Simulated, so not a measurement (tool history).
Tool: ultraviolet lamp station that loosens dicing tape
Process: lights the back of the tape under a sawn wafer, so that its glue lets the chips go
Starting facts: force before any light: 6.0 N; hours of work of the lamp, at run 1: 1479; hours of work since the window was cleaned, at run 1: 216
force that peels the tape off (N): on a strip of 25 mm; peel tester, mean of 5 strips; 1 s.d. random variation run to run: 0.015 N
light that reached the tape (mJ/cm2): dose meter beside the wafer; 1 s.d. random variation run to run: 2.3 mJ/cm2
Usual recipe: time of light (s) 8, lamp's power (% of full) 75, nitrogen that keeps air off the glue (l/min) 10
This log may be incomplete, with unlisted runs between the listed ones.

run	hour	time of light (s)	lamp's power (% of full)	nitrogen that keeps air off the glue (l/min)	hours of work of the lamp	hours of work since the window was cleaned	force that peels the tape off (N)	light that reached the tape (mJ/cm2)
1	0	8	75	10	1479	216	0.692	231
2	33.3	8	75	10	1504	240	0.69	232
3	74.7	8	75	10	1534	271	0.724	238
4	126.2	8	75	10	1572	308	0.694	238
5	157.6	8	75	10	1595	331	0.694	236
6	181.6	8	75	6	1612	349	0.964	236
7	227.4	8	75	4	1646	382	1.248	239
8	253.4	8	75	12	1665	401	0.611	238
9	298.9	8	75	12	1698	434	0.623	239
10	335.8	8	75	18	1725	461	0.511	237
11	364.8	8	75	18	1746	483	0.504	237
# hour 371.8: window cleaned of glue's vapour
# hour 385.2: lamp changed
12	405.5	8	75	18	15	24	0.483	236
13	432.6	8	75	10	35	44	0.696	240
14	478.8	8	75	10	68	78	0.691	237
15	508.4	8	75	10	90	99	0.681	236
16	540.6	8	75	10	114	123	0.71	239
17	571.7	8	75	10	136	145	0.708	238
18	597.6	8	70	10	155	164	0.767	221
19	629.7	8	70	10	179	188	0.828	220
20	670.4	8	75	12	209	218	0.632	240
21	696.2	8	75	12	227	237	0.623	239
22	720.7	11	75	10	245	254	0.34	319
23	757.4	11	75	10	272	281	0.349	330
24	799.8	4	75	4	303	312	2.67	121
25	854.2	4	75	4	343	352	2.763	118
26	879.9	4	75	4	362	371	2.677	118
27	928.9	4	75	4	398	407	2.653	116
28	964.9	9	70	18	424	433	0.448	247
29	989.1	8	75	5	442	451	1.072	238
# hour 1039.6: window cleaned of glue's vapour
30	1043.2	4	83	7	481	3	2.025	132
31	1080	12	64	7	508	29	0.552	304
32	1136.5	11	64	4	549	71	0.967	275
33	1182.4	15	75	8	583	104	0.191	449
34	1209.3	15	75	8	602	124	0.189	450
35	1237.7	9	80	13	623	145	0.39	283
36	1289.1	9	80	13	661	182	0.401	282
37	1339.4	7	76	5	697	219	1.31	213
38	1369.9	8	75	10	720	241	0.686	237
39	1421.3	8	75	10	757	279	0.712	238
40	1470.2	8	75	10	793	315	0.73	238
41	1502.6	7	79	3	817	339	1.603	217
42	1531.9	7	79	3	838	360	1.633	221

Alternative continuations, all from the tool just after run 42; predict every row:
A	1568.2	12	94	17	865	387	?	?
B	1568.2	9	78	7	865	387	?	?
C	1568.2	7	67	3	865	387	?	?

run	force that peels the tape off (N)	light that reached the tape (mJ/cm2)
A	0.124	445
B	0.654	276
C	2.003	187
Stripped of hidden state, with their random variation kept, the same runs would have yielded:
run	force that peels the tape off (N)	light that reached the tape (mJ/cm2)
A	0.124	446
B	0.651	276
C	2	187

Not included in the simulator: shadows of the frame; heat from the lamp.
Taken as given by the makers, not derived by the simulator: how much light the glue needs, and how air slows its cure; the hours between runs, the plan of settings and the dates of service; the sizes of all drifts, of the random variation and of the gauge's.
